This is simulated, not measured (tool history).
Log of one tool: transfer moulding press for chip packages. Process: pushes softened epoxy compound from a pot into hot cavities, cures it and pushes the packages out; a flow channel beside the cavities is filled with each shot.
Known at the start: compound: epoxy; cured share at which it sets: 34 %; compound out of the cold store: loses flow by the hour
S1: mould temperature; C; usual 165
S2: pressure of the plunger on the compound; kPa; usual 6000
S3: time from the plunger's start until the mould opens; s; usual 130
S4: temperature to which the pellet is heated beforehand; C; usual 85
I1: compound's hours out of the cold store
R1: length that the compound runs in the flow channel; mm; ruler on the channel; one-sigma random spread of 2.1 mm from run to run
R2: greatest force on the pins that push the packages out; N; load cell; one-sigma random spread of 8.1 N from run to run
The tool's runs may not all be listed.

{"run": 1, "hour": 0.0, "S1": 165, "S2": 6000, "S3": 130, "S4": 85, "I1": 30.6, "R1": 537, "R2": 352}
{"hour": 12.2, "done": "cavities cleaned with cleaning compound and waxed"}
{"run": 2, "hour": 15.2, "S1": 165, "S2": 6000, "S3": 130, "S4": 85, "I1": 45.6, "R1": 512, "R2": 355}
{"run": 3, "hour": 22.9, "S1": 165, "S2": 6780, "S3": 130, "S4": 85, "I1": 20.5, "R1": 584, "R2": 356}
{"run": 4, "hour": 32.9, "S1": 165, "S2": 6780, "S3": 130, "S4": 85, "I1": 35.7, "R1": 561, "R2": 340}
{"run": 5, "hour": 50.0, "S1": 165, "S2": 6000, "S3": 130, "S4": 85, "I1": 27.2, "R1": 541, "R2": 366}
{"run": 6, "hour": 61.0, "S1": 165, "S2": 6000, "S3": 130, "S4": 85, "I1": 15.8, "R1": 554, "R2": 360}
{"run": 7, "hour": 68.5, "S1": 165, "S2": 6000, "S3": 140, "S4": 85, "I1": 23.7, "R1": 540, "R2": 330}
{"run": 8, "hour": 82.9, "S1": 165, "S2": 6000, "S3": 130, "S4": 85, "I1": 44.7, "R1": 515, "R2": 364}
{"hour": 93.8, "done": "cavities cleaned with cleaning compound and waxed"}
{"run": 9, "hour": 100.9, "S1": 165, "S2": 6000, "S3": 130, "S4": 85, "I1": 37.8, "R1": 525, "R2": 348}
{"run": 10, "hour": 109.4, "S1": 165, "S2": 6000, "S3": 130, "S4": 85, "I1": 27.8, "R1": 538, "R2": 363}
{"run": 11, "hour": 120.6, "S1": 165, "S2": 7390, "S3": 130, "S4": 85, "I1": 11.9, "R1": 619, "R2": 373}
{"run": 12, "hour": 135.9, "S1": 165, "S2": 7390, "S3": 130, "S4": 85, "I1": 27.0, "R1": 597, "R2": 348}
{"run": 13, "hour": 143.8, "S1": 165, "S2": 7390, "S3": 130, "S4": 85, "I1": 17.8, "R1": 611, "R2": 367}
{"run": 14, "hour": 158.4, "S1": 165, "S2": 6000, "S3": 130, "S4": 85, "I1": 26.6, "R1": 540, "R2": 351}
{"run": 15, "hour": 166.1, "S1": 165, "S2": 6000, "S3": 127, "S4": 81, "I1": 10.8, "R1": 559, "R2": 370}
{"hour": 175.4, "done": "cavities cleaned with cleaning compound and waxed"}
{"hour": 183.0, "done": "mould's thermocouples calibrated"}
{"run": 16, "hour": 184.9, "S1": 165, "S2": 6780, "S3": 161, "S4": 89, "I1": 24.9, "R1": 574, "R2": 311}
{"run": 17, "hour": 201.5, "S1": 160, "S2": 6000, "S3": 130, "S4": 85, "I1": 46.2, "R1": 519, "R2": 454}
{"hour": 205.2, "done": "plunger's sealing rings changed"}
{"run": 18, "hour": 214.0, "S1": 160, "S2": 6000, "S3": 130, "S4": 85, "I1": 42.6, "R1": 523, "R2": 461}
{"run": 19, "hour": 223.6, "S1": 160, "S2": 6000, "S3": 130, "S4": 75, "I1": 18.2, "R1": 558, "R2": 486}
{"run": 20, "hour": 235.0, "S1": 160, "S2": 6000, "S3": 130, "S4": 75, "I1": 36.2, "R1": 534, "R2": 463}
{"run": 21, "hour": 251.6, "S1": 159, "S2": 4860, "S3": 112, "S4": 77, "I1": 38.8, "R1": 478, "R2": 659}
{"hour": 261.0, "done": "cavities cleaned with cleaning compound and waxed"}
{"run": 22, "hour": 262.1, "S1": 171, "S2": 4910, "S3": 141, "S4": 88, "I1": 24.2, "R1": 483, "R2": 302}
{"run": 23, "hour": 274.1, "S1": 173, "S2": 5680, "S3": 141, "S4": 79, "I1": 29.3, "R1": 511, "R2": 308}
{"run": 24, "hour": 289.4, "S1": 162, "S2": 6000, "S3": 130, "S4": 85, "I1": 42.1, "R1": 523, "R2": 406}
{"run": 25, "hour": 304.0, "S1": 165, "S2": 6000, "S3": 128, "S4": 85, "I1": 42.1, "R1": 516, "R2": 375}
{"run": 26, "hour": 313.4, "S1": 165, "S2": 6000, "S3": 120, "S4": 85, "I1": 15.9, "R1": 553, "R2": 413}
{"run": 27, "hour": 322.7, "S1": 165, "S2": 6000, "S3": 120, "S4": 85, "I1": 30.3, "R1": 534, "R2": 387}
{"run": 28, "hour": 334.2, "S1": 165, "S2": 6000, "S3": 120, "S4": 85, "I1": 21.5, "R1": 547, "R2": 403}

Predict each of these 3 candidate next runs independently; none follows another, all start after run 28:
{"hour": 341.8, "done": "cavities cleaned with cleaning compound and waxed"}
{"run": "A", "hour": 345.9, "S1": 160, "S2": 7330, "S3": 137, "S4": 85, "I1": 34.1, "R1": "?", "R2": "?"}
{"hour": 341.8, "done": "cavities cleaned with cleaning compound and waxed"}
{"run": "B", "hour": 345.9, "S1": 172, "S2": 5540, "S3": 149, "S4": 85, "I1": 11.4, "R1": "?", "R2": "?"}
{"hour": 341.8, "done": "cavities cleaned with cleaning compound and waxed"}
{"run": "C", "hour": 345.9, "S1": 158, "S2": 6000, "S3": 144, "S4": 92, "I1": 35.9, "R1": "?", "R2": "?"}

run=A R1=590 R2=426
run=B R1=531 R2=311
run=C R1=536 R2=424
With no hidden state in the tool, these same runs would have given:
run=A R1=590 R2=426
run=B R1=531 R2=310
run=C R1=536 R2=423
